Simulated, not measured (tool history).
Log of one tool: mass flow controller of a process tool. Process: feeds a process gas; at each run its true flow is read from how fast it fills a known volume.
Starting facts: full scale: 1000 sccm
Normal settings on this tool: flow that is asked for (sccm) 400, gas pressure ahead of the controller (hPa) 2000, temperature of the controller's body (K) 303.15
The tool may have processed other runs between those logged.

run,hour,flow that is asked for (sccm),gas pressure ahead of the controller (hPa),temperature of the controller's body (K),true flow (%)
1,0.0,400,2000,303.15,97.46
2,273.5,400,2000,297.15,97.97
3,671.7,400,2000,297.15,97.96
4,975.7,400,2000,303.15,97.18
5,1149.3,400,2000,303.15,97.11
6,1400.8,423,2000,303.15,97.28
7,1731.1,423,2000,303.15,97.23
8,2073.9,400,2000,303.15,97.04
9,2406.1,400,2000,303.15,96.90
10,2790.5,400,2000,303.15,96.86
11,3091.0,400,2760,303.15,96.47
12,3468.5,400,2760,303.15,96.51
13,3718.7,364,1490,307.15,96.09
# hour 3745.1: controller's zero set anew
14,3977.1,176,2000,299.15,91.47
15,4186.0,194,1590,295.15,92.54
16,4494.0,194,1590,304.15,91.45
# hour 4553.8: controller's zero set anew, once more
17,4682.4,382,1590,311.15,98.02
18,4963.8,382,1590,311.15,97.90
19,5364.2,129,2170,304.15,97.75
20,5656.7,915,2170,297.15,99.72
21,6034.0,870,2610,308.15,98.30
22,6241.9,870,2610,308.15,98.33
23,6594.4,870,2610,297.15,99.46

Here are 5 independent what-if runs from the current tool condition. What would each one return?
A,6847.6,287,1510,307.15,?
B,6847.6,673,2000,300.15,?
C,6847.6,197,1870,304.15,?
D,6847.6,236,1430,303.15,?
E,6847.6,227,1720,297.15,?

run,true flow (%)
A,97.64
B,98.90
C,97.54
D,97.85
E,98.43
With the hidden condition removed and each run's random variation left untouched, the same runs would have given:
run,true flow (%)
A,98.47
B,99.39
C,98.64
D,98.81
E,99.42

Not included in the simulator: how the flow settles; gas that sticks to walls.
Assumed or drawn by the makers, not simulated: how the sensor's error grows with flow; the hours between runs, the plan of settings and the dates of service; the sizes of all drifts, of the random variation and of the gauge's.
